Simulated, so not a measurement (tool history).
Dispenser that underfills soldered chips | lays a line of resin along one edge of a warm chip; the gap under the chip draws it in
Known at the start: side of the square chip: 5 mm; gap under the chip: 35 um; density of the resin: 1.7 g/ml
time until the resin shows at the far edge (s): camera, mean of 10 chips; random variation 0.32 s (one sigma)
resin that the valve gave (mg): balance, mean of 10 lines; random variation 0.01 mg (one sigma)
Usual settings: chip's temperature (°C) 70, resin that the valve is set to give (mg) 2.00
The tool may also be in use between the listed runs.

run,day,chip's temperature (°C),resin that the valve is set to give (mg),time until the resin shows at the far edge (s),resin that the valve gave (mg)
1,0.000,70,2.00,13.7,2.00
2,0.438,70,2.00,12.5,1.97
3,0.667,70,2.00,14.6,1.99
4,1.021,63,2.00,15.7,2.00
5,1.404,63,2.00,13.5,1.97
6,1.667,70,2.12,12.9,2.08
7,2.004,70,2.12,10.4,2.07
8,2.208,80,2.00,8.2,1.95
9,2.688,70,1.86,11.8,1.80
10,2.883,75,2.00,11.0,1.93
11,3.204,75,1.84,9.2,1.77
12,3.575,70,2.00,14.8,1.92
13,4.117,70,2.00,14.0,2.01
14,4.325,70,2.00,9.8,1.97
15,4.638,70,2.00,13.2,1.97
16,4.912,70,2.00,11.4,1.95
17,5.329,70,2.00,14.6,1.97
18,5.775,75,2.00,10.5,1.94
19,6.146,60,2.37,16.8,2.30
20,6.529,60,2.26,24.0,2.17
21,6.938,60,2.26,20.1,2.17
22,7.412,60,2.26,19.2,2.15
23,7.879,60,2.26,16.5,2.15
24,8.208,81,2.56,9.1,2.56
25,8.621,56,2.33,21.9,2.31
26,8.838,76,1.96,12.3,1.95
27,9.108,75,2.14,9.6,2.11
28,9.508,70,1.83,10.4,1.81
29,9.800,72,1.98,12.5,1.93
30,10.296,72,1.98,11.3,1.93
31,10.550,72,1.98,14.7,1.93
32,10.767,71,1.88,11.6,1.82
33,11.129,71,1.88,15.3,1.81
34,11.471,71,1.88,12.6,1.81
35,11.804,71,1.88,9.9,1.80

Not shown: 23 entries that the log had between the listed runs. Between which runs, and how does the tool's hidden state differ before and after?
Between runs 1 and 2: new syringe of resin (day 0.233)
  resin's viscosity, % of fresh resin's: 134.2 -> 119.6; dose that the valve gives, % of what is set: 99.87 -> 99.34; true chip temperature over the reading, C: 1.36 -> 1.39
  measured less the result without the state, time until the resin shows at the far edge (s): +2.9 -> +1.4; resin that the valve gave (mg): +0.00 -> -0.01
Between runs 3 and 4: new syringe of resin (day 0.829)
  resin's viscosity, % of fresh resin's: 145.5 -> 116.8; dose that the valve gives, % of what is set: 99.1 -> 98.75; true chip temperature over the reading, C: 1.41 -> 1.45
  measured less the result without the state, time until the resin shows at the far edge (s): +4.1 -> +1.5; resin that the valve gave (mg): -0.02 -> -0.03
Between runs 4 and 5: new syringe of resin (day 1.404)
  resin's viscosity, % of fresh resin's: 116.8 -> 99.1; dose that the valve gives, % of what is set: 98.75 -> 98.29; true chip temperature over the reading, C: 1.45 -> 1.48
  measured less the result without the state, time until the resin shows at the far edge (s): +1.5 -> -0.9; resin that the valve gave (mg): -0.03 -> -0.04
Between runs 6 and 7: new syringe of resin (day 1.962)
  resin's viscosity, % of fresh resin's: 124.3 -> 103.7; dose that the valve gives, % of what is set: 98.01 -> 97.64; true chip temperature over the reading, C: 1.5 -> 1.53
  measured less the result without the state, time until the resin shows at the far edge (s): +1.9 -> -0.2; resin that the valve gave (mg): -0.04 -> -0.05
Between runs 8 and 9: new syringe of resin (day 2.554)
  resin's viscosity, % of fresh resin's: 123.9 -> 111.6; dose that the valve gives, % of what is set: 97.4 -> 96.86; true chip temperature over the reading, C: 1.55 -> 1.59
  measured less the result without the state, time until the resin shows at the far edge (s): +1.3 -> +0.6; resin that the valve gave (mg): -0.05 -> -0.06
Between runs 10 and 11: new syringe of resin (day 3.121)
  resin's viscosity, % of fresh resin's: 132.1 -> 107; dose that the valve gives, % of what is set: 96.63 -> 96.24; true chip temperature over the reading, C: 1.6 -> 1.63
  measured less the result without the state, time until the resin shows at the far edge (s): +2.3 -> +0.2; resin that the valve gave (mg): -0.06 -> -0.07
Between runs 12 and 13: new syringe of resin (day 3.700); dispensing valve cleaned and set on the balance (day 3.796)
  resin's viscosity, % of fresh resin's: 147.3 -> 137.2; dose that the valve gives, % of what is set: 95.77 -> 99.51; true chip temperature over the reading, C: 1.66 -> 1.71
  measured less the result without the state, time until the resin shows at the far edge (s): +4.2 -> +3.0; resin that the valve gave (mg): -0.08 -> -0.01
Between runs 13 and 14: new syringe of resin (day 4.308)
  resin's viscosity, % of fresh resin's: 137.2 -> 100.6; dose that the valve gives, % of what is set: 99.51 -> 99.28; true chip temperature over the reading, C: 1.71 -> 1.72
  measured less the result without the state, time until the resin shows at the far edge (s): +3.0 -> -0.6; resin that the valve gave (mg): -0.01 -> -0.02
Between runs 15 and 16: new syringe of resin (day 4.867)
  resin's viscosity, % of fresh resin's: 131.7 -> 104.2; dose that the valve gives, % of what is set: 98.92 -> 98.61; true chip temperature over the reading, C: 1.75 -> 1.78
  measured less the result without the state, time until the resin shows at the far edge (s): +2.5 -> -0.3; resin that the valve gave (mg): -0.02 -> -0.03
Between runs 17 and 18: new syringe of resin (day 5.438)
  resin's viscosity, % of fresh resin's: 149.2 -> 131.9; dose that the valve gives, % of what is set: 98.15 -> 97.61; true chip temperature over the reading, C: 1.81 -> 1.85
  measured less the result without the state, time until the resin shows at the far edge (s): +4.2 -> +2.0; resin that the valve gave (mg): -0.04 -> -0.05
Between runs 18 and 19: new syringe of resin (day 6.008)
  resin's viscosity, % of fresh resin's: 131.9 -> 114.4; dose that the valve gives, % of what is set: 97.61 -> 97.2; true chip temperature over the reading, C: 1.85 -> 1.88
  measured less the result without the state, time until the resin shows at the far edge (s): +2.0 -> +0.9; resin that the valve gave (mg): -0.05 -> -0.06
Between runs 20 and 21: new syringe of resin (day 6.567)
  resin's viscosity, % of fresh resin's: 159.4 -> 138.5; dose that the valve gives, % of what is set: 96.76 -> 96.25; true chip temperature over the reading, C: 1.92 -> 1.96
  measured less the result without the state, time until the resin shows at the far edge (s): +7.7 -> +4.4; resin that the valve gave (mg): -0.07 -> -0.09
Between runs 21 and 22: new syringe of resin (day 7.133)
  resin's viscosity, % of fresh resin's: 138.5 -> 127.2; dose that the valve gives, % of what is set: 96.25 -> 95.64; true chip temperature over the reading, C: 1.96 -> 1.99
  measured less the result without the state, time until the resin shows at the far edge (s): +4.4 -> +2.8; resin that the valve gave (mg): -0.09 -> -0.10
Between runs 22 and 23: new syringe of resin (day 7.692)
  resin's viscosity, % of fresh resin's: 127.2 -> 117.4; dose that the valve gives, % of what is set: 95.64 -> 95.13; true chip temperature over the reading, C: 1.99 -> 2.04
  measured less the result without the state, time until the resin shows at the far edge (s): +2.8 -> +1.4; resin that the valve gave (mg): -0.10 -> -0.11
Between runs 23 and 24: dispensing valve cleaned and set on the balance (day 7.958)
  resin's viscosity, % of fresh resin's: 117.4 -> 150.2; dose that the valve gives, % of what is set: 95.13 -> 99.65; true chip temperature over the reading, C: 2.04 -> 2.06
  measured less the result without the state, time until the resin shows at the far edge (s): +1.4 -> +2.6; resin that the valve gave (mg): -0.11 -> +0.00
Between runs 24 and 25: new syringe of resin (day 8.317)
  resin's viscosity, % of fresh resin's: 150.2 -> 128.3; dose that the valve gives, % of what is set: 99.65 -> 99.22; true chip temperature over the reading, C: 2.06 -> 2.09
  measured less the result without the state, time until the resin shows at the far edge (s): +2.6 -> +3.2; resin that the valve gave (mg): +0.00 -> -0.02
Between runs 26 and 27: new syringe of resin (day 8.892)
  resin's viscosity, % of fresh resin's: 154.7 -> 119.7; dose that the valve gives, % of what is set: 98.94 -> 98.65; true chip temperature over the reading, C: 2.11 -> 2.14
  measured less the result without the state, time until the resin shows at the far edge (s): +3.6 -> +0.9; resin that the valve gave (mg): -0.02 -> -0.03
Between runs 27 and 28: new syringe of resin (day 9.467)
  resin's viscosity, % of fresh resin's: 119.7 -> 104.2; dose that the valve gives, % of what is set: 98.65 -> 98.14; true chip temperature over the reading, C: 2.14 -> 2.17
  measured less the result without the state, time until the resin shows at the far edge (s): +0.9 -> -0.5; resin that the valve gave (mg): -0.03 -> -0.03
Between runs 29 and 30: new syringe of resin (day 10.029)
  resin's viscosity, % of fresh resin's: 133.7 -> 126.7; dose that the valve gives, % of what is set: 97.81 -> 97.18; true chip temperature over the reading, C: 2.2 -> 2.24
  measured less the result without the state, time until the resin shows at the far edge (s): +2.3 -> +1.7; resin that the valve gave (mg): -0.04 -> -0.06
Between runs 31 and 32: new syringe of resin (day 10.600)
  resin's viscosity, % of fresh resin's: 158 -> 116.2; dose that the valve gives, % of what is set: 96.91 -> 96.7; true chip temperature over the reading, C: 2.26 -> 2.28
  measured less the result without the state, time until the resin shows at the far edge (s): +4.6 -> +0.8; resin that the valve gave (mg): -0.06 -> -0.07
Between runs 33 and 34: new syringe of resin (day 11.167)
  resin's viscosity, % of fresh resin's: 158.8 -> 130; dose that the valve gives, % of what is set: 96.28 -> 95.87; true chip temperature over the reading, C: 2.31 -> 2.34
  measured less the result without the state, time until the resin shows at the far edge (s): +4.9 -> +2.2; resin that the valve gave (mg): -0.07 -> -0.07
Between runs 34 and 35: new syringe of resin (day 11.746)
  resin's viscosity, % of fresh resin's: 130 -> 105.8; dose that the valve gives, % of what is set: 95.87 -> 95.47; true chip temperature over the reading, C: 2.34 -> 2.37
  measured less the result without the state, time until the resin shows at the far edge (s): +2.2 -> -0.3; resin that the valve gave (mg): -0.07 -> -0.08

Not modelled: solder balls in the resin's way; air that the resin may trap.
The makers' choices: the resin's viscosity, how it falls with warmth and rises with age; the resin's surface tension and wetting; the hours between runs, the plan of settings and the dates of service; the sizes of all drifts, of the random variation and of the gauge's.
